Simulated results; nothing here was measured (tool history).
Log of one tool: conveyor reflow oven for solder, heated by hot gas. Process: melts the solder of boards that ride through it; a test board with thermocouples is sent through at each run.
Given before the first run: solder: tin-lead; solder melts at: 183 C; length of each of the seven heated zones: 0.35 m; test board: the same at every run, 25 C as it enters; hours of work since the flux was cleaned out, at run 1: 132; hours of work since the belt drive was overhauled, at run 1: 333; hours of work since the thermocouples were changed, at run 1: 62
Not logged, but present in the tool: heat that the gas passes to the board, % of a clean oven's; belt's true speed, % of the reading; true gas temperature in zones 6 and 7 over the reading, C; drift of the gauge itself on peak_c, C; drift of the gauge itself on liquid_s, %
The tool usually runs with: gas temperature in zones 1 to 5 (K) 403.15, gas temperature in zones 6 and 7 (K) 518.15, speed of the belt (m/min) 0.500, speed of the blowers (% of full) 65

| run | hour | gas temperature in zones 1 to 5 (K) | gas temperature in zones 6 and 7 (K) | speed of the belt (m/min) | speed of the blowers (% of full) | hours of work since the flux was cleaned out | hours of work since the belt drive was overhauled | hours of work since the thermocouples were changed | highest temperature of the board (K) | time above the solder's melting point (s) |
|---|---|---|---|---|---|---|---|---|---|---|
| 1 | 0.0 | 403.15 | 518.15 | 0.500 | 65 | 132 | 333 | 62 | 504.05 | 71.5 |
| 2 | 11.8 | 412.15 | 518.15 | 0.500 | 65 | 141 | 343 | 71 | 504.65 | 74.9 |
| 3 | 18.3 | 403.15 | 518.15 | 0.500 | 64 | 146 | 348 | 76 | 503.95 | 71.5 |
| 4 | 31.6 | 403.15 | 518.15 | 0.500 | 64 | 157 | 358 | 87 | 503.05 | 71.2 |
| 5 | 46.0 | 403.15 | 518.15 | 0.500 | 61 | 168 | 370 | 98 | 503.15 | 70.3 |
| 6 | 51.8 | 403.15 | 518.15 | 0.500 | 65 | 173 | 375 | 103 | 502.35 | 71.2 |
| 7 | 59.1 | 403.15 | 518.15 | 0.500 | 65 | 178 | 380 | 109 | 503.55 | 70.8 |
| 8 | 69.2 | 403.15 | 518.15 | 0.500 | 70 | 186 | 388 | 117 | 504.15 | 71.4 |
| 9 | 82.0 | 403.15 | 514.15 | 0.500 | 70 | 197 | 398 | 127 | 500.25 | 68.6 |
| 10 | 88.6 | 403.15 | 518.15 | 0.507 | 65 | 202 | 404 | 132 | 502.65 | 69.4 |
| 11 | 98.1 | 403.15 | 518.15 | 0.500 | 65 | 209 | 411 | 140 | 503.65 | 70.9 |
| 12 | 112.5 | 403.15 | 518.15 | 0.500 | 65 | 221 | 423 | 151 | 503.65 | 71.3 |
| 13 | 118.6 | 390.15 | 518.15 | 0.500 | 65 | 226 | 428 | 156 | 501.05 | 65.6 |
| 14 | 130.2 | 403.15 | 518.15 | 0.525 | 65 | 235 | 437 | 165 | 501.85 | 66.4 |
|  | 140.7 | flux residue cleaned out of gas plates and filters |
| 15 | 147.5 | 403.15 | 518.15 | 0.525 | 65 | 5 | 447 | 175 | 502.45 | 67.2 |
| 16 | 161.6 | 403.15 | 529.15 | 0.500 | 65 | 17 | 458 | 186 | 515.05 | 77.8 |
| 17 | 174.4 | 403.15 | 529.15 | 0.500 | 65 | 27 | 468 | 196 | 514.65 | 77.0 |
| 18 | 181.8 | 403.15 | 529.15 | 0.500 | 65 | 33 | 474 | 202 | 514.45 | 77.5 |
| 19 | 195.6 | 403.15 | 529.15 | 0.500 | 65 | 44 | 485 | 213 | 515.25 | 76.9 |
| 20 | 204.8 | 403.15 | 529.15 | 0.500 | 72 | 51 | 492 | 221 | 515.95 | 78.2 |
| 21 | 217.1 | 403.15 | 529.15 | 0.500 | 72 | 61 | 502 | 230 | 516.65 | 77.6 |
| 22 | 230.1 | 403.15 | 529.15 | 0.500 | 72 | 71 | 512 | 241 | 515.85 | 77.6 |
|  | 235.4 | belt drive overhauled, speed set with a stopwatch |
| 23 | 243.7 | 400.15 | 528.15 | 0.407 | 50 | 79 | 7 | 248 | 517.05 | 96.2 |
| 24 | 253.1 | 395.15 | 528.15 | 0.407 | 50 | 86 | 14 | 256 | 515.75 | 95.4 |
| 25 | 266.2 | 401.15 | 532.15 | 0.522 | 58 | 96 | 24 | 266 | 513.95 | 73.4 |
| 26 | 275.6 | 405.15 | 518.15 | 0.500 | 60 | 104 | 32 | 274 | 503.55 | 72.2 |
| 27 | 282.7 | 405.15 | 518.15 | 0.500 | 60 | 110 | 38 | 279 | 503.65 | 72.2 |
|  | 291.0 | belt drive overhauled, speed set with a stopwatch, once more |
| 28 | 294.5 | 405.15 | 518.15 | 0.500 | 60 | 116 | 3 | 285 | 503.35 | 70.5 |
| 29 | 305.3 | 405.15 | 518.15 | 0.500 | 85 | 124 | 11 | 294 | 508.15 | 73.5 |
| 30 | 311.7 | 403.15 | 510.15 | 0.509 | 74 | 129 | 16 | 299 | 497.45 | 66.0 |
| 31 | 317.8 | 403.15 | 510.15 | 0.509 | 74 | 134 | 21 | 304 | 497.85 | 65.6 |
| 32 | 324.9 | 403.15 | 510.15 | 0.509 | 74 | 140 | 27 | 310 | 497.45 | 65.3 |

What differs in the tool's unlogged condition from the final listed run ahead of each entry between runs to the first listed run following it?
After run 14, before run 15: flux residue cleaned out of gas plates and filters (hour 140.7)
  heat that the gas passes to the board, % of a clean oven's: 91.1 -> 98.3; belt's true speed, % of the reading: 99.32 -> 99.3; true gas temperature in zones 6 and 7 over the reading, C: 0.51 -> 0.54
  measured minus no-state result, highest temperature of the board (K): -1.20 -> +0.40; time above the solder's melting point (s): -0.4 -> +0.7
After run 22, before run 23: belt drive overhauled, speed set with a stopwatch (hour 235.4)
  heat that the gas passes to the board, % of a clean oven's: 95.9 -> 95.6; belt's true speed, % of the reading: 99.2 -> 98.64; true gas temperature in zones 6 and 7 over the reading, C: 0.75 -> 0.77
  measured minus no-state result, highest temperature of the board (K): +0.10 -> +0.60; time above the solder's melting point (s): +0.7 -> +1.7
After run 27, before run 28: belt drive overhauled, speed set with a stopwatch, once more (hour 291.0)
  heat that the gas passes to the board, % of a clean oven's: 94.5 -> 94.3; belt's true speed, % of the reading: 98.59 -> 99.92; true gas temperature in zones 6 and 7 over the reading, C: 0.87 -> 0.88
  measured minus no-state result, highest temperature of the board (K): +0.30 -> -0.20; time above the solder's melting point (s): +1.1 -> -0.2

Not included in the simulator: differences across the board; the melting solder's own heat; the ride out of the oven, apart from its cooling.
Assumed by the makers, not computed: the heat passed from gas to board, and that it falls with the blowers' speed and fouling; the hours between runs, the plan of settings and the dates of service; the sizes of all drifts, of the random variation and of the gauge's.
